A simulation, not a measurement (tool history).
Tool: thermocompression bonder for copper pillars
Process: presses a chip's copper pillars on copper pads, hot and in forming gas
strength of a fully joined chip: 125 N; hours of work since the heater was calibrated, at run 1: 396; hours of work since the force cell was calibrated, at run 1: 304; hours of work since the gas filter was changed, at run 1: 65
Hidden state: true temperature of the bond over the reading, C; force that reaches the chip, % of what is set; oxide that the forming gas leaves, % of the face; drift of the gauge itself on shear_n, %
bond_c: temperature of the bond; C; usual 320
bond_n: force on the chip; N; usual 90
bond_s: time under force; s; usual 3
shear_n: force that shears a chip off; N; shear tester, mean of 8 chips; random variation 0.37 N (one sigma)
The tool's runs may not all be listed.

| run | hour | bond_c | bond_n | bond_s | hours of work since the heater was calibrated | hours of work since the force cell was calibrated | hours of work since the gas filter was changed | shear_n |
|---|---|---|---|---|---|---|---|---|
| 1 | 0.0 | 320 | 90 | 3 | 396 | 304 | 65 | 88.0 |
| 2 | 22.4 | 320 | 90 | 3 | 409 | 317 | 77 | 87.9 |
| 3 | 32.5 | 320 | 90 | 3 | 414 | 322 | 83 | 87.6 |
| 4 | 52.7 | 320 | 90 | 3 | 426 | 334 | 94 | 88.4 |
| 5 | 74.1 | 320 | 90 | 3 | 438 | 346 | 106 | 88.3 |
| 6 | 89.2 | 320 | 64 | 3 | 446 | 354 | 115 | 78.3 |
| 7 | 109.2 | 320 | 64 | 3 | 457 | 366 | 126 | 77.9 |
| 8 | 122.0 | 320 | 64 | 3 | 465 | 373 | 133 | 77.6 |
| 9 | 140.0 | 320 | 64 | 3 | 475 | 383 | 144 | 78.7 |
| 10 | 154.2 | 300 | 64 | 3 | 483 | 391 | 151 | 65.8 |
| 11 | 170.9 | 300 | 64 | 3 | 492 | 400 | 161 | 66.1 |
| 12 | 192.0 | 300 | 64 | 3 | 504 | 412 | 173 | 66.2 |
| 13 | 211.9 | 320 | 90 | 3 | 515 | 424 | 184 | 88.7 |
| 14 | 228.6 | 320 | 90 | 3 | 525 | 433 | 193 | 88.5 |
| 15 | 249.1 | 320 | 90 | 3 | 536 | 445 | 205 | 88.0 |
| 16 | 273.7 | 320 | 90 | 3 | 550 | 458 | 219 | 87.8 |
| 17 | 293.1 | 320 | 90 | 3 | 561 | 469 | 230 | 88.0 |
| 18 | 306.5 | 320 | 90 | 3 | 569 | 477 | 237 | 88.1 |
| 19 | 324.1 | 320 | 90 | 3 | 579 | 487 | 247 | 88.2 |
| 20 | 342.9 | 320 | 90 | 3 | 589 | 497 | 258 | 88.2 |
| 21 | 360.9 | 320 | 90 | 3 | 599 | 508 | 268 | 88.6 |
| 22 | 382.3 | 305 | 118 | 3 | 611 | 520 | 280 | 86.8 |
| 23 | 402.1 | 308 | 107 | 8 | 623 | 531 | 291 | 106.3 |
| 24 | 418.0 | 320 | 76 | 3 | 632 | 540 | 300 | 82.9 |
| 25 | 433.3 | 309 | 76 | 2 | 640 | 548 | 309 | 67.5 |
| 26 | 445.4 | 320 | 70 | 3 | 647 | 555 | 316 | 81.2 |
| 27 | 469.0 | 322 | 65 | 3 | 660 | 569 | 329 | 79.7 |
| 28 | 478.9 | 299 | 76 | 3 | 666 | 574 | 335 | 70.5 |
| 29 | 492.5 | 299 | 76 | 3 | 674 | 582 | 342 | 70.3 |
| 30 | 506.6 | 321 | 123 | 8 | 682 | 590 | 350 | 114.4 |
| 31 | 519.0 | 294 | 110 | 3 | 689 | 597 | 357 | 78.1 |
| 32 | 540.8 | 332 | 123 | 2 | 701 | 609 | 370 | 94.8 |
| 33 | 553.1 | 332 | 123 | 2 | 708 | 616 | 376 | 94.4 |
| 34 | 567.8 | 319 | 62 | 3 | 716 | 624 | 385 | 76.7 |
| 35 | 581.5 | 320 | 68 | 2 | 724 | 632 | 392 | 70.6 |
| 36 | 596.1 | 338 | 92 | 2 | 732 | 640 | 401 | 90.2 |
| 37 | 607.7 | 338 | 92 | 2 | 739 | 647 | 407 | 89.7 |
| 38 | 630.5 | 338 | 92 | 2 | 751 | 660 | 420 | 90.0 |
| 39 | 649.8 | 338 | 75 | 7 | 762 | 670 | 431 | 109.3 |
| 40 | 670.8 | 299 | 59 | 3 | 774 | 682 | 443 | 63.3 |

Forecast each of these 4 alternatives for the next run:
| A | 693.7 | 293 | 102 | 6 | 787 | 695 | 456 | ? |
| B | 693.7 | 299 | 59 | 3 | 787 | 695 | 456 | ? |
| C | 693.7 | 299 | 81 | 3 | 787 | 695 | 456 | ? |
| D | 693.7 | 320 | 90 | 6 | 787 | 695 | 456 | ? |

| run | shear_n |
|---|---|
| A | 91.0 |
| B | 63.2 |
| C | 72.2 |
| D | 102.6 |
Without the tool's hidden state the same runs would have given:
| run | shear_n |
|---|---|
| A | 90.9 |
| B | 63.1 |
| C | 72.1 |
| D | 102.6 |
